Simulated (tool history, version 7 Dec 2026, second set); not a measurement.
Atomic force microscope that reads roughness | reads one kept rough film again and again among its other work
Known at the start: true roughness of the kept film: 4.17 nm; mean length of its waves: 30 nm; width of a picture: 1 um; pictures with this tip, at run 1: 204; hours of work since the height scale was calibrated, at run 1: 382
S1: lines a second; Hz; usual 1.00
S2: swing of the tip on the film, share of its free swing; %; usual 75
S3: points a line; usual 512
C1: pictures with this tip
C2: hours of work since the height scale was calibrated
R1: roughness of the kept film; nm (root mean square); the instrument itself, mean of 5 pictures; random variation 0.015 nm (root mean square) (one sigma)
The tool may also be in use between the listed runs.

| run | hour | S1 | S2 | S3 | C1 | C2 | R1 |
|---|---|---|---|---|---|---|---|
| 1 | 0.0 | 1.00 | 75 | 512 | 204 | 382 | 2.911 |
| 2 | 8.3 | 1.00 | 75 | 512 | 217 | 388 | 2.894 |
|  | 15.5 | new tip fitted |
| 3 | 15.5 | 0.61 | 75 | 512 | 0 | 393 | 3.715 |
| 4 | 24.2 | 0.61 | 75 | 512 | 14 | 399 | 3.669 |
| 5 | 34.7 | 0.61 | 75 | 512 | 31 | 407 | 3.588 |
| 6 | 41.7 | 0.61 | 75 | 512 | 43 | 412 | 3.529 |
| 7 | 49.4 | 1.00 | 75 | 313 | 56 | 417 | 3.407 |
| 8 | 59.4 | 1.00 | 75 | 549 | 72 | 425 | 3.409 |
| 9 | 67.5 | 1.00 | 75 | 549 | 86 | 431 | 3.360 |
| 10 | 81.3 | 1.00 | 75 | 919 | 108 | 441 | 3.266 |
|  | 83.3 | height scale calibrated on a step standard |
| 11 | 95.0 | 1.00 | 75 | 512 | 129 | 9 | 3.201 |
| 12 | 107.7 | 1.00 | 75 | 512 | 150 | 18 | 3.143 |
| 13 | 116.7 | 1.99 | 65 | 1017 | 165 | 24 | 3.105 |
| 14 | 125.0 | 1.99 | 65 | 1017 | 179 | 30 | 3.047 |
| 15 | 133.1 | 1.99 | 65 | 1017 | 192 | 36 | 3.013 |
|  | 137.4 | height scale calibrated on a step standard, once more |
| 16 | 141.9 | 1.00 | 75 | 622 | 205 | 3 | 2.989 |
|  | 157.3 | new tip fitted |
| 17 | 157.9 | 2.04 | 62 | 512 | 0 | 15 | 3.630 |
| 18 | 169.6 | 1.00 | 74 | 789 | 20 | 23 | 3.575 |
| 19 | 176.6 | 2.02 | 58 | 789 | 31 | 28 | 3.537 |
| 20 | 186.6 | 0.88 | 58 | 789 | 48 | 36 | 3.557 |

Run 21 comes next. What will it give?
| 21 | 200.8 | 2.68 | 88 | 795 | 71 | 46 | ? |

{"run 21": {"R1": 2.854}}
Without the tool's hidden state the same run would have given R1 3.089 nm (root mean square).
